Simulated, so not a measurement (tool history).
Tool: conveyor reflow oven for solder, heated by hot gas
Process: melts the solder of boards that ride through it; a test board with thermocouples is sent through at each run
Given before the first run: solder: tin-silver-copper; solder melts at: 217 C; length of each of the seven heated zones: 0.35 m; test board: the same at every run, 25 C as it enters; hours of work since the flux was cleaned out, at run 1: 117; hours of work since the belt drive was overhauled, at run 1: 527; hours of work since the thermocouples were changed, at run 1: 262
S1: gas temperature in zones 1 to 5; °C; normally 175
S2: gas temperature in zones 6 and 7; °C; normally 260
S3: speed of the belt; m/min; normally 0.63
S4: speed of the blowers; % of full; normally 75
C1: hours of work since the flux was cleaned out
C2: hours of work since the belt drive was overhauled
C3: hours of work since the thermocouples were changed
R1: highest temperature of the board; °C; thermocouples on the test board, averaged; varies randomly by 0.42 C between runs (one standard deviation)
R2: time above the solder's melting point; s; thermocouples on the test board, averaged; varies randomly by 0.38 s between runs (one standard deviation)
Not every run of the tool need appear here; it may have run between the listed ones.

Run 1, hour 0: usual settings; C1 117; C2 527; C3 262. Result: R1 247.7 °C, R2 48.7 s.
Run 2, hour 17.9: usual settings but S2 269 °C; C1 130; C2 539; C3 274. Result: R1 255.5 °C, R2 52.8 s.
Run 3, hour 45.1: usual settings but S4 66 % of full; C1 148; C2 557; C3 293. Result: R1 244.6 °C, R2 46.2 s.
Run 4, hour 66.3: usual settings but S4 66 % of full; C1 162; C2 571; C3 307. Result: R1 245 °C, R2 45.2 s.
Run 5, hour 105.3: usual settings but S4 66 % of full; C1 188; C2 598; C3 333. Result: R1 244.7 °C, R2 45.9 s.
Run 6, hour 127.7: usual settings but S4 66 % of full; C1 203; C2 613; C3 348. Result: R1 244.3 °C, R2 45.1 s.
At hour 157.1: flux residue cleaned out of gas plates and filters.
Run 7, hour 165.2: usual settings but S1 163 °C, S2 257 °C, S3 0.667 m/min, S4 65 % of full; C1 6; C2 635; C3 370. Result: R1 239.5 °C, R2 35.1 s.
Run 8, hour 192.2: usual settings but S2 273 °C, S3 0.656 m/min, S4 82 % of full; C1 24; C2 653; C3 388. Result: R1 260 °C, R2 54.6 s.
Run 9, hour 218.4: usual settings but S3 0.59 m/min; C1 41; C2 671; C3 406. Result: R1 249.9 °C, R2 54.2 s.
Run 10, hour 254.2: usual settings but S2 265 °C, S3 0.707 m/min; C1 65; C2 695; C3 430. Result: R1 248.6 °C, R2 43.4 s.
Run 11, hour 271.8: usual settings but S1 186 °C, S2 252 °C; C1 77; C2 707; C3 442. Result: R1 242.2 °C, R2 48.9 s.
Run 12, hour 305: usual settings but S1 179 °C, S2 252 °C, S3 0.693 m/min; C1 100; C2 729; C3 464. Result: R1 238.6 °C, R2 38.8 s.

Take each entry between the runs: how does the hidden state at the last listed run before it differ from the hidden state at the first listed run after it?
In the gap between runs 6 and 7: flux residue cleaned out of gas plates and filters (hour 157.1)
  heat that the gas passes to the board, % of a clean oven's: 91.2 -> 99.1; belt's true speed, % of the reading: 98.61 -> 98.55; true gas temperature in zones 6 and 7 over the reading, C: -0.44 -> -0.49
  what was measured, less what the result would be without the hidden state, R1: -1.9 -> -0.1 °C; R2: -1.3 -> +0.5 s

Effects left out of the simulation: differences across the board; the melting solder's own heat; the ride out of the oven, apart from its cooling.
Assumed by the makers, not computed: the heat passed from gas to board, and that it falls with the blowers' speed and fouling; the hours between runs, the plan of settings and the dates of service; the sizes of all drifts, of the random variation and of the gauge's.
